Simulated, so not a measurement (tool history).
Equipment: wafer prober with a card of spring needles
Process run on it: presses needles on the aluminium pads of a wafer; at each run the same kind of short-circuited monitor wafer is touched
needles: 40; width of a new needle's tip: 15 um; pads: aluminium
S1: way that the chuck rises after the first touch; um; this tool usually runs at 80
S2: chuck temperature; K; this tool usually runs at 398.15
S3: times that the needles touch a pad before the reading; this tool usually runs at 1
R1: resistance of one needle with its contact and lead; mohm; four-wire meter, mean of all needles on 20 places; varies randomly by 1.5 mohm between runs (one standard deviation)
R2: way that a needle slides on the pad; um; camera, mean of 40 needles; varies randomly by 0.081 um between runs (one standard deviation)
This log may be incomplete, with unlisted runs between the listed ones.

run,hour,S1,S2,S3,R1,R2
1,0,80,398.15,1,153,17.81
# hour 4.5: tips cleaned on abrasive film
2,9.7,80,398.15,1,168,17.63
# hour 11.3: tips cleaned on abrasive film
# hour 18.5: tips cleaned on abrasive film
# hour 25.7: tips cleaned on abrasive film
3,26,64,398.15,1,153,14.06
# hour 32.5: tips cleaned on abrasive film
# hour 39.2: tips cleaned on abrasive film
4,44.2,64,398.15,1,171,14.08
# hour 47: tips cleaned on abrasive film
# hour 54.3: tips cleaned on abrasive film
# hour 61: tips cleaned on abrasive film
5,66.3,80,398.15,1,162,17.74
# hour 67.5: tips cleaned on abrasive film
# hour 74.8: tips cleaned on abrasive film
# hour 81.1: tips cleaned on abrasive film
6,83.5,80,398.15,1,159,17.41
# hour 87.6: tips cleaned on abrasive film
# hour 94.5: tips cleaned on abrasive film
# hour 101.8: tips cleaned on abrasive film
7,106.2,80,398.15,1,162,17.41
# hour 109.2: tips cleaned on abrasive film
# hour 116.8: tips cleaned on abrasive film
8,117.7,80,398.15,1,150,17.31
# hour 123.8: tips cleaned on abrasive film
# hour 131.3: tips cleaned on abrasive film
# hour 137.6: tips cleaned on abrasive film
9,137.6,80,398.15,1,151,17.21
# hour 144.6: tips cleaned on abrasive film
# hour 149.7: height of the first contact set anew
10,150.4,80,398.15,1,165,18.07
# hour 152: tips cleaned on abrasive film
# hour 158.8: tips cleaned on abrasive film
# hour 165.3: tips cleaned on abrasive film
11,166.3,80,398.15,1,153,17.9
# hour 172.6: tips cleaned on abrasive film
# hour 180.4: tips cleaned on abrasive film
# hour 186.7: tips cleaned on abrasive film
12,186.7,80,398.15,1,148,17.89
# hour 194: tips cleaned on abrasive film
13,196.3,80,398.15,1,158,17.92
# hour 200.7: tips cleaned on abrasive film
# hour 207.7: tips cleaned on abrasive film
# hour 214.4: tips cleaned on abrasive film
14,218.4,80,398.15,1,161,17.79
# hour 221.2: tips cleaned on abrasive film
# hour 228.3: tips cleaned on abrasive film
15,229.4,94,315.15,1,140,21.15
# hour 235: tips cleaned on abrasive film
# hour 242: tips cleaned on abrasive film
16,246.3,94,315.15,1,143,21.08
# hour 249.4: tips cleaned on abrasive film
# hour 256.7: tips cleaned on abrasive film
17,257.1,94,315.15,1,138,20.92
# hour 264.2: tips cleaned on abrasive film
18,269.7,94,315.15,1,147,20.9
# hour 271.4: tips cleaned on abrasive film
# hour 278.6: tips cleaned on abrasive film
# hour 285: tips cleaned on abrasive film
19,285,94,315.15,1,134,21
# hour 292.6: tips cleaned on abrasive film
20,297.5,76,315.15,1,156,16.81
# hour 299.1: tips cleaned on abrasive film
# hour 307: tips cleaned on abrasive film
21,312.2,68,309.15,2,150,14.93
# hour 313.7: tips cleaned on abrasive film
# hour 320.5: tips cleaned on abrasive film
# hour 327.3: tips cleaned on abrasive film
22,327.3,99,398.15,3,145,21.79
# hour 334.5: tips cleaned on abrasive film
# hour 342: tips cleaned on abrasive film
23,344.9,99,398.15,3,148,21.67
# hour 349.4: tips cleaned on abrasive film
# hour 357: tips cleaned on abrasive film
24,363,80,341.15,1,160,17.42
# hour 364.6: tips cleaned on abrasive film
# hour 372.2: tips cleaned on abrasive film
# hour 379.8: tips cleaned on abrasive film
25,383.5,80,341.15,2,146,17.55
# hour 386.7: tips cleaned on abrasive film
# hour 394.3: tips cleaned on abrasive film
26,396.6,65,398.15,1,167,14.06
# hour 400.9: tips cleaned on abrasive film
# hour 408.1: tips cleaned on abrasive film
# hour 414.9: tips cleaned on abrasive film
27,418.8,65,398.15,1,172,14.07
# hour 421.5: tips cleaned on abrasive film
# hour 427.8: tips cleaned on abrasive film
28,429,65,398.15,1,156,14.1

Pick out some run-to-run changes in R1. Of each, how much would a tool without hidden state show as well, from the settings, what came in and chance, and how much is left for the hidden state and any gauge scatter not in both results compared?
The hidden state here: debris on the tips, nm; way that the needles fall short of the set height, um; tips' diameter, um; drift of the gauge itself on contact_mohm, %; drift of the gauge itself on scrub_um, %.
Run 14 -> 15: S1 80 -> 94, S2 398.15 -> 315.15, tips cleaned on abrasive film, tips cleaned on abrasive film. R1 -21 mohm: hidden state -10, all else -11.
Run 19 -> 20: S1 94 -> 76, tips cleaned on abrasive film. R1 +22 mohm: hidden state +22, all else +0.
Run 23 -> 24: S1 99 -> 80, S2 398.15 -> 341.15, S3 3 -> 1, tips cleaned on abrasive film, tips cleaned on abrasive film. R1 +12 mohm: hidden state +20, all else -8.
